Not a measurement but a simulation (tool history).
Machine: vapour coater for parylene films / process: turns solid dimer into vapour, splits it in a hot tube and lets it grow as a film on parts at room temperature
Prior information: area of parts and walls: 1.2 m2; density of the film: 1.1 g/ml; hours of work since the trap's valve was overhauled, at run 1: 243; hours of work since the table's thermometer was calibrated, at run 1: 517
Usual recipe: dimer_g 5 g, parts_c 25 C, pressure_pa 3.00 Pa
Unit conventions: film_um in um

run    hour  dimer_g  parts_c  pressure_pa  hours of work since the trap's valve was overhauled  hours of work since the table's thermometer was calibrated  film_um
  1     0.0        5       25         3.00                                                  243                                                         517     2.08
  2    37.3        5       19         3.00                                                  262                                                         535     2.59
  3    69.2        5       19         3.00                                                  278                                                         551     2.56
  4   101.5        5       25         3.00                                                  294                                                         568     2.05
  5   135.3        5       25         3.00                                                  311                                                         585     2.08
  6   168.8        3       25         3.00                                                  328                                                         602     1.21
  7   191.7        5       25         3.00                                                  340                                                         613     2.08
  8   213.6        5       33         3.00                                                  351                                                         624     1.51
  9   242.1        3       33         3.00                                                  365                                                         638     0.93
 10   269.0        3       33         3.00                                                  379                                                         652     0.90
 11   301.9        3       33         3.00                                                  395                                                         668     0.92
 12   328.4        5       24         3.00                                                  409                                                         682     2.13
 13   351.7        5       24         3.00                                                  420                                                         693     2.12
 14   369.9        5       25         3.00                                                  429                                                         703     2.03
 15   392.0        5       25         3.00                                                  440                                                         714     2.06
 16   429.7        5       25         3.00                                                  459                                                         733     2.05
      435.4  -- trap's valve overhauled
 17   461.3        5       25         3.00                                                   13                                                         747     2.02
 18   482.9        5       25         3.00                                                   24                                                         757     2.05
 19   501.1        5       25         3.00                                                   33                                                         767     2.02
 20   531.5        5       25         3.00                                                   48                                                         782     2.03
      549.9  -- trap's valve overhauled, once more
 21   555.1        5       25         3.00                                                    3                                                         792     2.11
 22   591.7        5       25         3.00                                                   21                                                         810     2.10
 23   613.4        5       25         3.00                                                   32                                                         821     2.11
 24   628.8        5       25         3.00                                                   40                                                         829     2.10
 25   652.8        5       25         3.00                                                   52                                                         841     2.09
 26   672.0        2       18         5.93                                                   61                                                         850     0.97
 27   707.8        2       18         5.93                                                   79                                                         868     0.96
 28   740.0        2       18         5.93                                                   96                                                         885     0.95
 29   776.5        8       35         8.33                                                  114                                                         903     1.84
 30   809.7        7       35         5.08                                                  131                                                         920     1.78
 31   833.7        3       26         5.08                                                  143                                                         932     1.07
 32   862.8        2       29         2.36                                                  157                                                         946     0.76
 33   884.4        5       30         3.00                                                  168                                                         957     1.74
 34   905.8        3       30        11.10                                                  179                                                         968     0.79
 35   936.7        6       35         3.26                                                  194                                                         983     1.74
 36   960.6        5       24         8.46                                                  206                                                         996     1.73
 37   990.9        5       34         8.96                                                  222                                                        1011     1.14
 38  1016.6        5       25         6.18                                                  235                                                        1024     1.76
 39  1045.6        5       25         4.93                                                  249                                                        1038     1.85
 40  1075.2        5       25         4.93                                                  264                                                        1053     1.88
 41  1102.2        6       30        10.15                                                  278                                                        1067     1.61
 42  1129.9        3       25         3.00                                                  292                                                        1081     1.24
 43  1147.8        8       25         3.00                                                  301                                                        1090     3.35
 44  1182.8        5       34         5.04                                                  318                                                        1107     1.35
 45  1201.3        5       25         8.79                                                  327                                                        1116     1.62
 46  1224.0        5       25         2.13                                                  339                                                        1128     2.26

Take each entry between the runs: how does the hidden state at the last listed run before it differ from the hidden state at the first listed run after it?
Run 16 -> run 17: trap's valve overhauled (hour 435.4)
  vapour lost through the trap's worn valve, %: 4.3 -> 5.1; true temperature of the parts over the reading, C: -0.46 -> -0.47
  the result without the hidden state subtracted from the measured one, film_um: -0.06 -> -0.07 um
Run 20 -> run 21: trap's valve overhauled, once more (hour 549.9)
  vapour lost through the trap's worn valve, %: 5.4 -> 0.8; true temperature of the parts over the reading, C: -0.49 -> -0.5
  the result without the hidden state subtracted from the measured one, film_um: -0.08 -> +0.02 um
